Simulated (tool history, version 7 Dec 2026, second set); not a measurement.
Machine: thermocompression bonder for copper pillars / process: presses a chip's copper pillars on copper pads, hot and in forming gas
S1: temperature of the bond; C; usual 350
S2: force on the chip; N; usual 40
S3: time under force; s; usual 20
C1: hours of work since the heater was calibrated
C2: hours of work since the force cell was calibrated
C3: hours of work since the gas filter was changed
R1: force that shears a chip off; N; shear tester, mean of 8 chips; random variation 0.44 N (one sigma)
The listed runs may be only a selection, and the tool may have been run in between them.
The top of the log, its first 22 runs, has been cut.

run	hour	S1	S2	S3	C1	C2	C3	R1
23	623.5	365	40	20	499	685	53	80.4
# hour 628.7: force cell calibrated
24	659.2	365	40	20	517	17	71	81.5
25	685.7	336	40	37	532	31	86	79.7
# hour 705.1: force cell calibrated, once more
26	723.7	336	40	37	552	10	106	73.8
27	748.7	336	40	37	565	24	119	73
28	766.9	336	40	37	575	34	129	72.9
29	807.3	368	28	37	597	56	151	68.6
30	834.8	368	28	37	612	71	166	68.7
31	868	349	40	34	630	89	184	76.6
32	898.8	338	40	29	647	105	201	69.5
33	923.7	338	36	29	661	119	215	64.3
34	957.9	350	55	20	679	138	233	84.2
35	993.6	350	55	20	699	157	253	83.4
36	1027.9	337	54	20	717	176	271	77.5
# hour 1052.7: forming gas filter changed
37	1057.4	337	54	20	733	192	3	79.8
38	1074.1	376	32	13	742	201	12	61.4
39	1112.1	376	32	13	763	221	32	61.5
40	1150	376	32	13	783	242	53	61.2

4 options for the next run, each taken on its own from the tool as it stands now. Forecast them:
A	1172	321	32	13	795	254	65	?
B	1172	322	29	17	795	254	65	?
C	1172	372	59	31	795	254	65	?
D	1172	362	31	20	795	254	65	?

run	R1
A	38.2
B	38.3
C	97.3
D	61.2
The same runs, with their run-to-run variation unchanged, on a tool lacking any hidden condition would have given:
run	R1
A	39
B	39.1
C	98.1
D	62
